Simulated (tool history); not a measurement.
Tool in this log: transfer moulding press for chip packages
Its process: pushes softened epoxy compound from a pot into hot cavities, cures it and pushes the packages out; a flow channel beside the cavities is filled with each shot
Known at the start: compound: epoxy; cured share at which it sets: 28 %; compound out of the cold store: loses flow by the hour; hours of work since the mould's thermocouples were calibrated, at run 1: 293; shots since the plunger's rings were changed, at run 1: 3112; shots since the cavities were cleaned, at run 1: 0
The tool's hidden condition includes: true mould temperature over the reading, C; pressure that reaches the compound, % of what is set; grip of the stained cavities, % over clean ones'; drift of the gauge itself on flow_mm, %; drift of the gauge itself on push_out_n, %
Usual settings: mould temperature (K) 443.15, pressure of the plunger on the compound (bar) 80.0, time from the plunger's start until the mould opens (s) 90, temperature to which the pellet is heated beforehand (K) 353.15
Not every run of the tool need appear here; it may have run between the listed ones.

run,hour,mould temperature (K),pressure of the plunger on the compound (bar),time from the plunger's start until the mould opens (s),temperature to which the pellet is heated beforehand (K),hours of work since the mould's thermocouples were calibrated,shots since the plunger's rings were changed,shots since the cavities were cleaned,incoming compound's hours out of the cold store,length that the compound runs in the flow channel (mm),greatest force on the pins that push the packages out (N)
1,0.0,443.15,80.0,90,353.15,293,3112,0,14.8,638,265
2,21.3,443.15,80.0,124,353.15,304,3299,187,27.6,602,256
3,40.1,444.15,80.0,124,353.15,313,3465,353,20.5,618,278
4,59.3,443.15,80.0,90,353.15,322,3633,521,18.5,626,394
5,79.4,445.15,80.0,90,353.15,332,3809,697,41.3,553,374
6,100.9,445.15,80.0,90,353.15,342,3998,886,42.7,546,371
# hour 121.9: plunger's sealing rings changed
7,122.1,443.15,80.0,90,353.15,351,1,1050,31.9,626,461
# hour 136.4: cavities cleaned with cleaning compound and waxed
8,148.9,443.15,80.0,90,353.15,363,223,109,37.6,608,294
9,174.6,443.15,80.0,90,353.15,376,449,335,26.2,636,364
10,199.0,443.15,80.0,90,353.15,388,663,549,11.0,682,410
11,222.3,443.15,80.0,90,353.15,399,868,754,28.4,630,428
12,235.7,443.15,66.1,90,353.15,405,986,872,32.2,563,431
13,251.8,443.15,66.1,90,353.15,413,1127,1013,41.4,534,433
# hour 269.3: cavities cleaned with cleaning compound and waxed
14,269.3,447.15,80.0,90,353.15,421,1268,0,29.3,614,241
15,290.1,441.15,80.0,90,353.15,431,1450,182,26.8,632,342
16,306.3,447.15,72.8,90,353.15,439,1593,325,44.2,543,290
17,332.3,447.15,72.8,90,353.15,451,1821,553,39.7,549,333
18,353.0,443.15,80.0,108,353.15,461,2003,735,16.5,653,360
19,363.8,443.15,70.5,90,353.15,467,2098,830,27.5,579,421
20,380.9,443.15,80.0,107,362.15,475,2248,980,39.2,583,374
# hour 403.8: cavities cleaned with cleaning compound and waxed
21,405.7,450.15,93.7,107,354.15,486,2453,17,46.3,593,231
22,426.4,436.15,92.7,111,344.15,496,2634,198,28.8,670,327
23,445.5,436.15,92.7,111,344.15,505,2802,366,22.1,694,374
24,458.4,436.15,92.7,82,352.15,512,2915,479,32.6,664,731

Run 25 is up next; what results do you expect?
25,474.1,442.15,91.1,90,343.15,519,3053,617,22.1,?,?

{"run 25": {"length that the compound runs in the flow channel (mm)": 673, "greatest force on the pins that push the packages out (N)": 440}}
On a tool with no hidden condition, and with the same random variation, this run would have come out at length that the compound runs in the flow channel (mm) 708, greatest force on the pins that push the packages out (N) 315.
